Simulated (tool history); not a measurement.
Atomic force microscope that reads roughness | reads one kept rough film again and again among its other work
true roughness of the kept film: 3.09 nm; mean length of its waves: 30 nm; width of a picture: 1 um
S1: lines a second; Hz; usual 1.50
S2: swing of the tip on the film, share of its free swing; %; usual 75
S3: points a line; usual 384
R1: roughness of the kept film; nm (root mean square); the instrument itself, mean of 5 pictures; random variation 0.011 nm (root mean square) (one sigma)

run 1 hour=0.0 | S1=1.50 S2=75 S3=384 | R1=2.295
-- hour=21.4 new tip fitted
run 2 hour=28.2 | S1=1.50 S2=75 S3=384 | R1=2.311
run 3 hour=41.6 | S1=1.50 S2=75 S3=384 | R1=2.027
-- hour=52.6 new tip fitted
run 4 hour=68.9 | S1=3.43 S2=75 S3=384 | R1=1.961
-- hour=84.5 new tip fitted
run 5 hour=89.7 | S1=3.43 S2=75 S3=384 | R1=2.139
run 6 hour=105.4 | S1=3.43 S2=75 S3=384 | R1=1.832
-- hour=116.5 new tip fitted
run 7 hour=124.1 | S1=3.43 S2=75 S3=384 | R1=2.098
run 8 hour=141.5 | S1=1.50 S2=75 S3=384 | R1=1.952
-- hour=150.1 new tip fitted
run 9 hour=158.6 | S1=1.50 S2=84 S3=384 | R1=2.222
run 10 hour=172.8 | S1=0.76 S2=88 S3=649 | R1=2.010
-- hour=182.2 new tip fitted
run 11 hour=185.3 | S1=1.50 S2=61 S3=384 | R1=2.487
run 12 hour=198.4 | S1=1.50 S2=61 S3=384 | R1=2.196
-- hour=213.1 new tip fitted
run 13 hour=213.1 | S1=0.83 S2=75 S3=514 | R1=2.604

Forecast run 14:
run 14 hour=237.6 | S1=1.50 S2=72 S3=392 | R1=?

Run 14 gave R1 1.960 nm (root mean square).
Without the tool's hidden state the same run would have given R1 2.541 nm (root mean square).
